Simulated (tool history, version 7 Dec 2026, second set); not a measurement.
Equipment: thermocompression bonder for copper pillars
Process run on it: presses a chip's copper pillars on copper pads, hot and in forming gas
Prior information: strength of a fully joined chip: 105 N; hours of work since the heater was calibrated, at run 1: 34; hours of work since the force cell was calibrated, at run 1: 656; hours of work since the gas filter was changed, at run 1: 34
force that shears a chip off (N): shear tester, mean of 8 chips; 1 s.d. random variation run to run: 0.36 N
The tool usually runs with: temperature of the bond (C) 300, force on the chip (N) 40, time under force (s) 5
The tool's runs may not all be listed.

run	hour	temperature of the bond (C)	force on the chip (N)	time under force (s)	hours of work since the heater was calibrated	hours of work since the force cell was calibrated	hours of work since the gas filter was changed	force that shears a chip off (N)
1	0.0	300	40	5	34	656	34	54.4
2	18.4	300	40	5	48	669	48	54.6
3	34.8	300	40	5	59	681	59	54.4
4	61.9	300	40	5	79	701	79	53.9
5	78.4	300	40	5	91	713	91	53.2
6	108.5	300	40	5	113	735	113	53.5
7	144.2	300	40	13	139	760	139	68.7
8	170.1	300	40	5	157	779	157	52.0
9	205.9	275	40	5	183	805	183	40.8
10	224.2	275	40	5	196	818	196	41.1
11	250.5	300	40	5	216	837	216	51.4
# hour 281.6: forming gas filter changed
12	282.0	300	40	5	238	860	0	57.1
13	311.5	300	40	5	259	881	22	56.2
14	330.7	300	40	5	273	895	36	56.0
15	366.5	310	40	5	299	921	61	60.3
16	393.4	301	28	6	319	940	81	46.8
17	425.8	275	28	14	342	964	104	49.0
18	447.2	275	27	14	357	979	120	47.3
19	475.6	323	47	3	378	1000	140	60.2
20	497.2	312	47	13	394	1015	156	79.6
21	517.8	323	47	3	409	1030	171	58.9
22	538.9	273	38	5	424	1046	186	39.9
23	566.8	300	48	5	444	1066	206	58.7
24	583.3	294	26	7	456	1078	218	41.0

For run 25, what comes out?
25	601.4	319	40	4	469	1091	231	?

force that shears a chip off (N): 55.4
Minus the tool's unlogged condition, the same run would have read force that shears a chip off (N) 58.3.

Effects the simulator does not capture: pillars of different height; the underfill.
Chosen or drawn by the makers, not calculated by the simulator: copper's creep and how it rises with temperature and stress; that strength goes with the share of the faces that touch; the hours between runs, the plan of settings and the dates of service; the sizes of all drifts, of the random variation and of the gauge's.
